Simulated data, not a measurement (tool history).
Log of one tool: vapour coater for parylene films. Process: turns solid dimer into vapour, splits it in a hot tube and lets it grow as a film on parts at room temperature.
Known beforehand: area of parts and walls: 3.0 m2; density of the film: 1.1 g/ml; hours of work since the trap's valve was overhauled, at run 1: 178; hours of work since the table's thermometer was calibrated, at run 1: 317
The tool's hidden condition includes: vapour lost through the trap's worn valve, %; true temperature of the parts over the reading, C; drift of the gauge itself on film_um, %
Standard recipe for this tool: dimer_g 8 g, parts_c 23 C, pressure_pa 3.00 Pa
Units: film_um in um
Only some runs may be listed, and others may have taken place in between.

| run | day | dimer_g | parts_c | pressure_pa | hours of work since the trap's valve was overhauled | hours of work since the table's thermometer was calibrated | film_um |
|---|---|---|---|---|---|---|---|
| 1 | 0.000 | 8 | 23 | 3.00 | 178 | 317 | 1.14 |
| 2 | 0.300 | 8 | 23 | 3.00 | 183 | 323 | 1.16 |
| 3 | 0.633 | 8 | 23 | 3.00 | 189 | 329 | 1.15 |
| 4 | 0.912 | 8 | 23 | 3.00 | 194 | 334 | 1.12 |
| 5 | 1.425 | 8 | 23 | 3.00 | 203 | 343 | 1.17 |
| 6 | 1.804 | 4 | 23 | 3.00 | 210 | 350 | 0.57 |
| 7 | 2.325 | 8 | 23 | 2.04 | 220 | 359 | 1.25 |
| 8 | 2.633 | 10 | 23 | 3.00 | 225 | 365 | 1.43 |
| 9 | 3.096 | 10 | 23 | 3.00 | 233 | 373 | 1.45 |
| 10 | 3.400 | 8 | 23 | 3.00 | 239 | 378 | 1.15 |
| 11 | 4.079 | 8 | 23 | 2.84 | 251 | 390 | 1.16 |
| 12 | 4.754 | 8 | 23 | 5.21 | 263 | 403 | 1.01 |
| 13 | 5.238 | 8 | 23 | 5.21 | 272 | 411 | 0.97 |
| 14 | 5.862 | 8 | 23 | 5.21 | 283 | 423 | 1.00 |
|  | 6.412 | trap's valve overhauled |
| 15 | 6.708 | 5 | 16 | 3.69 | 5 | 435 | 0.94 |
| 16 | 7.112 | 11 | 31 | 3.00 | 13 | 442 | 1.25 |
| 17 | 7.708 | 4 | 26 | 2.83 | 23 | 453 | 0.54 |
| 18 | 8.258 | 4 | 26 | 2.83 | 33 | 463 | 0.57 |
| 19 | 8.558 | 4 | 26 | 2.83 | 39 | 468 | 0.52 |
| 20 | 9.258 | 10 | 35 | 4.00 | 51 | 481 | 0.90 |
| 21 | 9.775 | 10 | 35 | 3.52 | 60 | 490 | 0.97 |
| 22 | 10.138 | 10 | 32 | 3.52 | 67 | 496 | 1.04 |
| 23 | 10.779 | 10 | 23 | 2.01 | 78 | 508 | 1.62 |
| 24 | 11.462 | 4 | 25 | 3.05 | 91 | 520 | 0.53 |
| 25 | 12.088 | 4 | 25 | 3.05 | 102 | 531 | 0.53 |
| 26 | 12.475 | 4 | 25 | 3.05 | 109 | 538 | 0.55 |
| 27 | 12.754 | 4 | 25 | 3.05 | 114 | 543 | 0.53 |

Measured result minus the same run's result without the hidden state. Both carry the same run-to-run variation, though not necessarily the same gauge scatter:
| run | film_um |
|---|---|
| 1 | -0.08 |
| 2 | -0.08 |
| 3 | -0.08 |
| 4 | -0.09 |
| 5 | -0.09 |
| 6 | -0.04 |
| 7 | -0.10 |
| 8 | -0.12 |
| 9 | -0.13 |
| 10 | -0.10 |
| 11 | -0.11 |
| 12 | -0.10 |
| 13 | -0.11 |
| 14 | -0.11 |
| 15 | -0.01 |
| 16 | -0.02 |
| 17 | -0.01 |
| 18 | -0.01 |
| 19 | -0.01 |
| 20 | -0.02 |
| 21 | -0.03 |
| 22 | -0.03 |
| 23 | -0.06 |
| 24 | -0.03 |
| 25 | -0.03 |
| 26 | -0.02 |
| 27 | -0.03 |

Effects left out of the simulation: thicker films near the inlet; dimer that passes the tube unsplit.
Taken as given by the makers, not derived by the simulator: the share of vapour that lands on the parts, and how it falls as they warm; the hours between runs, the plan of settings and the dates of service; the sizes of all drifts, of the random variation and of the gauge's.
